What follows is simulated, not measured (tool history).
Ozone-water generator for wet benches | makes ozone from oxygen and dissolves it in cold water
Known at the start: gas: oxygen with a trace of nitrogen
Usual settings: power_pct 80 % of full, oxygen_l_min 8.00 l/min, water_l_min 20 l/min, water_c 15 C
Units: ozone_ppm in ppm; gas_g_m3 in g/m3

{"run": 1, "day": 0.0, "power_pct": 80, "oxygen_l_min": 8.0, "water_l_min": 20, "water_c": 15, "ozone_ppm": 44.8, "gas_g_m3": 292.1}
{"day": 4.129, "done": "water thermometer calibrated"}
{"run": 2, "day": 6.829, "power_pct": 80, "oxygen_l_min": 12.99, "water_l_min": 20, "water_c": 15, "ozone_ppm": 43.1, "gas_g_m3": 231.2}
{"run": 3, "day": 10.242, "power_pct": 80, "oxygen_l_min": 8.0, "water_l_min": 20, "water_c": 15, "ozone_ppm": 44.6, "gas_g_m3": 289.8}
{"run": 4, "day": 17.95, "power_pct": 80, "oxygen_l_min": 8.0, "water_l_min": 20, "water_c": 15, "ozone_ppm": 45.3, "gas_g_m3": 286.4}
{"run": 5, "day": 23.125, "power_pct": 80, "oxygen_l_min": 8.0, "water_l_min": 20, "water_c": 15, "ozone_ppm": 45.0, "gas_g_m3": 290.0}
{"run": 6, "day": 27.6, "power_pct": 80, "oxygen_l_min": 8.0, "water_l_min": 20, "water_c": 15, "ozone_ppm": 45.0, "gas_g_m3": 287.3}
{"run": 7, "day": 35.579, "power_pct": 80, "oxygen_l_min": 8.0, "water_l_min": 20, "water_c": 15, "ozone_ppm": 44.9, "gas_g_m3": 291.9}
{"run": 8, "day": 39.033, "power_pct": 80, "oxygen_l_min": 8.0, "water_l_min": 20, "water_c": 15, "ozone_ppm": 45.0, "gas_g_m3": 288.6}
{"run": 9, "day": 46.254, "power_pct": 80, "oxygen_l_min": 8.0, "water_l_min": 20, "water_c": 15, "ozone_ppm": 44.8, "gas_g_m3": 289.2}
{"run": 10, "day": 49.696, "power_pct": 80, "oxygen_l_min": 8.0, "water_l_min": 20, "water_c": 15, "ozone_ppm": 44.5, "gas_g_m3": 290.5}
{"run": 11, "day": 56.646, "power_pct": 80, "oxygen_l_min": 8.0, "water_l_min": 20, "water_c": 15, "ozone_ppm": 44.1, "gas_g_m3": 287.8}
{"run": 12, "day": 62.012, "power_pct": 80, "oxygen_l_min": 8.0, "water_l_min": 20, "water_c": 15, "ozone_ppm": 44.3, "gas_g_m3": 286.9}
{"run": 13, "day": 68.658, "power_pct": 80, "oxygen_l_min": 8.0, "water_l_min": 20, "water_c": 15, "ozone_ppm": 45.1, "gas_g_m3": 290.1}
{"run": 14, "day": 72.296, "power_pct": 80, "oxygen_l_min": 6.13, "water_l_min": 20, "water_c": 9, "ozone_ppm": 48.5, "gas_g_m3": 326.3}
{"run": 15, "day": 77.425, "power_pct": 86, "oxygen_l_min": 8.0, "water_l_min": 18, "water_c": 15, "ozone_ppm": 51.0, "gas_g_m3": 306.2}
{"run": 16, "day": 83.621, "power_pct": 86, "oxygen_l_min": 8.0, "water_l_min": 19, "water_c": 8, "ozone_ppm": 55.2, "gas_g_m3": 309.3}
{"run": 17, "day": 87.571, "power_pct": 86, "oxygen_l_min": 8.0, "water_l_min": 19, "water_c": 8, "ozone_ppm": 55.5, "gas_g_m3": 307.8}
{"run": 18, "day": 93.538, "power_pct": 87, "oxygen_l_min": 8.0, "water_l_min": 18, "water_c": 15, "ozone_ppm": 51.7, "gas_g_m3": 313.5}
{"run": 19, "day": 97.408, "power_pct": 87, "oxygen_l_min": 8.0, "water_l_min": 18, "water_c": 15, "ozone_ppm": 52.1, "gas_g_m3": 312.7}
{"run": 20, "day": 105.346, "power_pct": 52, "oxygen_l_min": 8.0, "water_l_min": 15, "water_c": 15, "ozone_ppm": 36.0, "gas_g_m3": 194.0}
{"run": 21, "day": 113.762, "power_pct": 52, "oxygen_l_min": 8.0, "water_l_min": 15, "water_c": 15, "ozone_ppm": 35.7, "gas_g_m3": 196.1}
{"run": 22, "day": 119.817, "power_pct": 52, "oxygen_l_min": 6.73, "water_l_min": 15, "water_c": 15, "ozone_ppm": 36.7, "gas_g_m3": 209.2}
{"run": 23, "day": 124.412, "power_pct": 55, "oxygen_l_min": 6.73, "water_l_min": 30, "water_c": 15, "ozone_ppm": 23.0, "gas_g_m3": 222.0}
{"run": 24, "day": 130.404, "power_pct": 80, "oxygen_l_min": 8.0, "water_l_min": 20, "water_c": 10, "ozone_ppm": 48.7, "gas_g_m3": 290.9}

Forecast each of these 3 alternatives for the next run:
{"run": "A", "day": 134.446, "power_pct": 80, "oxygen_l_min": 9.03, "water_l_min": 20, "water_c": 10, "ozone_ppm": "?", "gas_g_m3": "?"}
{"run": "B", "day": 134.446, "power_pct": 48, "oxygen_l_min": 8.0, "water_l_min": 19, "water_c": 15, "ozone_ppm": "?", "gas_g_m3": "?"}
{"run": "C", "day": 134.446, "power_pct": 63, "oxygen_l_min": 9.38, "water_l_min": 20, "water_c": 10, "ozone_ppm": "?", "gas_g_m3": "?"}

run=A ozone_ppm=48.3 gas_g_m3=270.6
run=B ozone_ppm=29.1 gas_g_m3=181.0
run=C ozone_ppm=39.9 gas_g_m3=215.6
Without the tool's hidden state the same runs would have given:
run=A ozone_ppm=48.4 gas_g_m3=271.2
run=B ozone_ppm=29.2 gas_g_m3=181.2
run=C ozone_ppm=40.0 gas_g_m3=215.9
